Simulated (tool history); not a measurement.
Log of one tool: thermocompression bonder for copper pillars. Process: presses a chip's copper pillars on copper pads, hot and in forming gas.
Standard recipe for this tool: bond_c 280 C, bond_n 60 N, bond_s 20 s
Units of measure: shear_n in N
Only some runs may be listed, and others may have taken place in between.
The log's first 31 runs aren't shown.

run   hour  bond_c  bond_n  bond_s  hours of work since the heater was calibrated  hours of work since the force cell was calibrated  hours of work since the gas filter was changed  shear_n
 32  221.7     259      50      53                                            709                                                 34                                             333     57.4
 33  226.5     304      48      50                                            712                                                 37                                             336     80.5
 34  233.1     280      42      22                                            716                                                 40                                             339     51.1
 35  238.7     306      37      20                                            719                                                 43                                             342     61.1
 36  243.5     287      73      20                                            721                                                 46                                             345     71.6
 37  248.1     305      60      34                                            724                                                 48                                             347     83.1
 38  252.4     297      64      38                                            726                                                 51                                             350     82.3
 39  262.7     297      64      38                                            732                                                 56                                             355     81.3
 40    267     297      64      38                                            734                                                 59                                             358       82

What if the next run were any one of these 3? Each begins from the tool's condition after run 40:
  A  276.5     304      37      58                                            739                                                 64                                             363        ?
  B  276.5     307      60      29                                            739                                                 64                                             363        ?
  C  276.5     258      74      16                                            739                                                 64                                             363        ?

run  shear_n
  A     75.4
  B     82.2
  C     50.3
With no hidden state in the tool, these same runs would have given:
run  shear_n
  A     82.7
  B     89.3
  C     57.2

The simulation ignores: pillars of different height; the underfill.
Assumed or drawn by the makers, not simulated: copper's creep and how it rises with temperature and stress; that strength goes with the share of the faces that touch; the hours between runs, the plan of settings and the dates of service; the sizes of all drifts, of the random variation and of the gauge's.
